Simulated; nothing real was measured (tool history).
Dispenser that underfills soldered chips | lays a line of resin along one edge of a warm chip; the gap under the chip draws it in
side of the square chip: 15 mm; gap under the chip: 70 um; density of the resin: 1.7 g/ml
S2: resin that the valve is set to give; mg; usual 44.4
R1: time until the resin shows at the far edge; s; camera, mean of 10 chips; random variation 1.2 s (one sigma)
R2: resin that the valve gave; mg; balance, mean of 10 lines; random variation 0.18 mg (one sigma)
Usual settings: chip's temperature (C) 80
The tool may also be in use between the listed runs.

run 1 hour=0 | chip's_temperature_(C)=80 S2=44.4 | R1=153.2 R2=43.29
run 2 hour=3.2 | chip's_temperature_(C)=80 S2=44.4 | R1=172.8 R2=43.4
-- hour=4.1 new syringe of resin
run 3 hour=7.6 | chip's_temperature_(C)=80 S2=45.1 | R1=123.8 R2=43.82
run 4 hour=11.4 | chip's_temperature_(C)=80 S2=45.1 | R1=144 R2=43.53
run 5 hour=14.7 | chip's_temperature_(C)=80 S2=44.4 | R1=164.2 R2=42.89
-- hour=17.4 new syringe of resin
run 6 hour=18.8 | chip's_temperature_(C)=80 S2=44.4 | R1=113.4 R2=42.71
run 7 hour=24.3 | chip's_temperature_(C)=80 S2=50 | R1=138 R2=47.98
-- hour=30.5 new syringe of resin
run 8 hour=30.5 | chip's_temperature_(C)=80 S2=50 | R1=105.2 R2=47.66
run 9 hour=37.6 | chip's_temperature_(C)=80 S2=44.4 | R1=141.3 R2=42.03
-- hour=43.5 new syringe of resin
run 10 hour=44.3 | chip's_temperature_(C)=80 S2=52.8 | R1=109.3 R2=50.31
run 11 hour=50.2 | chip's_temperature_(C)=80 S2=52.8 | R1=137.2 R2=49.84
run 12 hour=54.3 | chip's_temperature_(C)=80 S2=44.4 | R1=163.8 R2=41.63
-- hour=56.6 new syringe of resin
run 13 hour=59 | chip's_temperature_(C)=80 S2=44.4 | R1=118.9 R2=41.77
run 14 hour=66 | chip's_temperature_(C)=80 S2=44.4 | R1=157.3 R2=41.81
-- hour=69.8 new syringe of resin
run 15 hour=70.6 | chip's_temperature_(C)=81 S2=42.3 | R1=106.6 R2=39.33
run 16 hour=77.5 | chip's_temperature_(C)=74 S2=45.2 | R1=184.3 R2=42.47
-- hour=83.1 new syringe of resin
run 17 hour=83.7 | chip's_temperature_(C)=74 S2=45.2 | R1=138.7 R2=41.98
run 18 hour=89.3 | chip's_temperature_(C)=71 S2=42 | R1=196.6 R2=38.88
-- hour=92.2 dispensing valve cleaned and set on the balance
run 19 hour=94.6 | chip's_temperature_(C)=80 S2=42 | R1=160.2 R2=41.84
-- hour=97.5 new syringe of resin
run 20 hour=99.4 | chip's_temperature_(C)=80 S2=42 | R1=113.9 R2=41.8
run 21 hour=103.4 | chip's_temperature_(C)=71 S2=44.4 | R1=188.8 R2=44.24
run 22 hour=106.8 | chip's_temperature_(C)=71 S2=44.4 | R1=216.3 R2=44.03
-- hour=110.8 new syringe of resin
run 23 hour=114.6 | chip's_temperature_(C)=71 S2=44.4 | R1=175.1 R2=43.84
run 24 hour=119.2 | chip's_temperature_(C)=91 S2=51.3 | R1=95.1 R2=50.63
-- hour=124 new syringe of resin
run 25 hour=126 | chip's_temperature_(C)=91 S2=51.3 | R1=72.3 R2=50.28
run 26 hour=129.7 | chip's_temperature_(C)=86 S2=56.9 | R1=103.4 R2=55.7

Forecast each of these 4 alternatives for the next run:
run A hour=133.4 | chip's_temperature_(C)=80 S2=40.1 | R1=? R2=?
run B hour=133.4 | chip's_temperature_(C)=91 S2=44.4 | R1=? R2=?
run C hour=133.4 | chip's_temperature_(C)=92 S2=54.1 | R1=? R2=?
run D hour=133.4 | chip's_temperature_(C)=68 S2=49.7 | R1=? R2=?

run=A R1=151.6 R2=39.44
run=B R1=99.3 R2=43.31
run=C R1=94.8 R2=52.73
run=D R1=241.6 R2=48.52
Without the tool's hidden state the same runs would have given:
run=A R1=111.6 R2=40.39
run=B R1=72.8 R2=44.35
run=C R1=69.9 R2=53.99
run=D R1=179.2 R2=49.68
